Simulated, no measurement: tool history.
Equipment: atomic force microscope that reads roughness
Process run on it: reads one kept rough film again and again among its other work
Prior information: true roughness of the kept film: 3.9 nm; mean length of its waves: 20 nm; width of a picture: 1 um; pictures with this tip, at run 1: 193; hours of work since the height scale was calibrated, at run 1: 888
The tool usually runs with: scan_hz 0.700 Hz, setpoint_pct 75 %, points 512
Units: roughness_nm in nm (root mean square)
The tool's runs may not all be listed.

run	hour	scan_hz	setpoint_pct	points	pictures with this tip	hours of work since the height scale was calibrated	roughness_nm
1	0.0	0.700	75	512	193	888	2.707
# hour 8.8: new tip fitted
2	46.6	0.700	75	777	73	917	2.722
3	82.4	0.700	75	512	142	939	2.691
# hour 118.0: new tip fitted
4	134.6	0.700	75	512	32	971	2.697
5	173.1	0.700	75	512	106	995	2.705
# hour 225.7: new tip fitted
6	229.5	0.700	70	512	8	1030	2.740
7	283.3	0.700	70	512	112	1063	2.714
8	308.8	0.700	70	512	161	1079	2.716
9	331.8	0.700	74	512	205	1093	2.683
# hour 336.5: new tip fitted
10	378.2	0.700	74	512	81	1122	2.704
11	402.6	0.700	75	512	128	1137	2.698
# hour 443.6: new tip fitted
12	449.8	3.316	75	512	12	1166	2.454
# hour 458.4: height scale calibrated on a step standard
13	497.2	3.316	75	512	101	24	2.431
14	550.1	3.316	75	512	203	57	2.414
# hour 553.3: new tip fitted
15	595.3	3.316	75	348	81	85	2.430
16	645.9	3.316	75	348	179	116	2.403
# hour 660.5: new tip fitted
17	671.0	2.335	75	348	20	131	2.514
18	704.0	0.700	75	317	84	152	2.670
19	739.1	0.700	75	512	152	173	2.690
# hour 768.7: new tip fitted
20	796.1	1.673	75	512	53	208	2.591
21	840.9	1.673	75	512	139	236	2.582
# hour 878.7: new tip fitted
22	897.0	0.700	75	512	35	271	2.681
23	942.3	0.700	66	512	123	299	2.728
# hour 987.5: new tip fitted
24	995.9	0.700	66	512	16	332	2.720
25	1053.1	0.700	66	512	126	367	2.739
# hour 1098.8: new tip fitted
26	1100.2	0.700	66	797	3	396	2.754
27	1146.8	0.700	85	376	93	425	2.608
28	1203.0	0.700	85	376	201	460	2.623
# hour 1206.3: new tip fitted
29	1253.9	0.700	85	376	91	491	2.633
30	1290.4	3.446	62	752	162	514	2.608
# hour 1313.8: new tip fitted
31	1316.6	3.952	70	512	5	530	2.474
32	1369.5	3.952	70	512	107	562	2.462
33	1403.7	3.952	70	512	173	584	2.453
# hour 1425.7: new tip fitted
34	1452.1	3.952	70	512	50	613	2.460
35	1500.2	1.549	70	989	143	643	2.672
# hour 1535.0: new tip fitted
36	1538.5	1.751	75	424	7	667	2.572
37	1587.8	1.751	75	424	102	697	2.564
38	1620.0	1.751	75	424	164	717	2.563
# hour 1643.3: new tip fitted
39	1675.1	1.736	75	351	62	751	2.565
40	1731.8	0.676	76	656	171	786	2.720
# hour 1753.9: new tip fitted
41	1772.7	0.676	76	656	36	811	2.729
42	1811.2	2.308	76	292	110	835	2.466
# hour 1863.3: new tip fitted
43	1866.3	2.308	76	292	5	869	2.505
44	1889.6	0.861	75	363	50	883	2.643
45	1931.1	3.891	64	774	130	909	2.575
# hour 1972.1: new tip fitted
46	1986.0	0.505	84	892	27	943	2.711
47	2026.9	0.561	81	283	106	968	2.650
48	2053.9	0.700	89	548	158	985	2.628
# hour 2081.0: new tip fitted
49	2091.1	0.598	89	859	20	1008	2.680
50	2140.9	2.210	60	450	116	1039	2.675
51	2164.9	0.700	61	314	162	1053	2.710

Entry by entry between the runs, the difference in hidden state between the last listed run before and the first listed run after:
Between runs 1 and 2: new tip fitted (hour 8.8)
  radius of the tip, nm: 10.2 -> 10.1; height scale over the true one, %: 0.01 -> 0.02
  measured minus no-state result, roughness_nm: -0.016 -> -0.007 nm (root mean square)
Between runs 3 and 4: new tip fitted (hour 118.0)
  radius of the tip, nm: 10.2 -> 10
  measured minus no-state result, roughness_nm: -0.011 -> -0.003 nm (root mean square)
Between runs 5 and 6: new tip fitted (hour 225.7)
  radius of the tip, nm: 10.1 -> 10
  measured minus no-state result, roughness_nm: -0.009 -> +0.000 nm (root mean square)
Between runs 9 and 10: new tip fitted (hour 336.5)
  radius of the tip, nm: 10.2 -> 10.1
  measured minus no-state result, roughness_nm: -0.017 -> -0.007 nm (root mean square)
Between runs 11 and 12: new tip fitted (hour 443.6)
  radius of the tip, nm: 10.1 -> 10
  measured minus no-state result, roughness_nm: -0.011 -> -0.001 nm (root mean square)
Between runs 12 and 13: height scale calibrated on a step standard (hour 458.4)
  radius of the tip, nm: 10 -> 10.1; height scale over the true one, %: 0.02 -> 0
  measured minus no-state result, roughness_nm: -0.001 -> -0.008 nm (root mean square)
Between runs 14 and 15: new tip fitted (hour 553.3)
  radius of the tip, nm: 10.2 -> 10.1
  measured minus no-state result, roughness_nm: -0.016 -> -0.006 nm (root mean square)
Between runs 16 and 17: new tip fitted (hour 660.5)
  radius of the tip, nm: 10.2 -> 10
  measured minus no-state result, roughness_nm: -0.013 -> -0.002 nm (root mean square)
Between runs 19 and 20: new tip fitted (hour 768.7)
  radius of the tip, nm: 10.2 -> 10.1
  measured minus no-state result, roughness_nm: -0.013 -> -0.004 nm (root mean square)
Between runs 21 and 22: new tip fitted (hour 878.7)
  radius of the tip, nm: 10.2 -> 10
  measured minus no-state result, roughness_nm: -0.012 -> -0.003 nm (root mean square)
Between runs 23 and 24: new tip fitted (hour 987.5)
  radius of the tip, nm: 10.1 -> 10
  measured minus no-state result, roughness_nm: -0.011 -> -0.002 nm (root mean square)
Between runs 25 and 26: new tip fitted (hour 1098.8)
  radius of the tip, nm: 10.1 -> 10
  measured minus no-state result, roughness_nm: -0.010 -> +0.000 nm (root mean square)
Between runs 28 and 29: new tip fitted (hour 1206.3)
  radius of the tip, nm: 10.2 -> 10.1
  measured minus no-state result, roughness_nm: -0.017 -> -0.008 nm (root mean square)
Between runs 30 and 31: new tip fitted (hour 1313.8)
  radius of the tip, nm: 10.2 -> 10
  measured minus no-state result, roughness_nm: -0.013 -> -0.001 nm (root mean square)
Between runs 33 and 34: new tip fitted (hour 1425.7)
  radius of the tip, nm: 10.2 -> 10.1
  measured minus no-state result, roughness_nm: -0.013 -> -0.003 nm (root mean square)
Between runs 35 and 36: new tip fitted (hour 1535.0)
  radius of the tip, nm: 10.2 -> 10
  measured minus no-state result, roughness_nm: -0.012 -> +0.000 nm (root mean square)
Between runs 38 and 39: new tip fitted (hour 1643.3)
  radius of the tip, nm: 10.2 -> 10.1
  measured minus no-state result, roughness_nm: -0.012 -> -0.005 nm (root mean square)
Between runs 40 and 41: new tip fitted (hour 1753.9)
  radius of the tip, nm: 10.2 -> 10
  measured minus no-state result, roughness_nm: -0.014 -> -0.003 nm (root mean square)
Between runs 42 and 43: new tip fitted (hour 1863.3)
  radius of the tip, nm: 10.1 -> 10; height scale over the true one, %: 0.01 -> 0.02
  measured minus no-state result, roughness_nm: -0.008 -> +0.000 nm (root mean square)
Between runs 45 and 46: new tip fitted (hour 1972.1)
  radius of the tip, nm: 10.1 -> 10
  measured minus no-state result, roughness_nm: -0.010 -> -0.002 nm (root mean square)
Between runs 48 and 49: new tip fitted (hour 2081.0)
  radius of the tip, nm: 10.2 -> 10
  measured minus no-state result, roughness_nm: -0.012 -> -0.001 nm (root mean square)
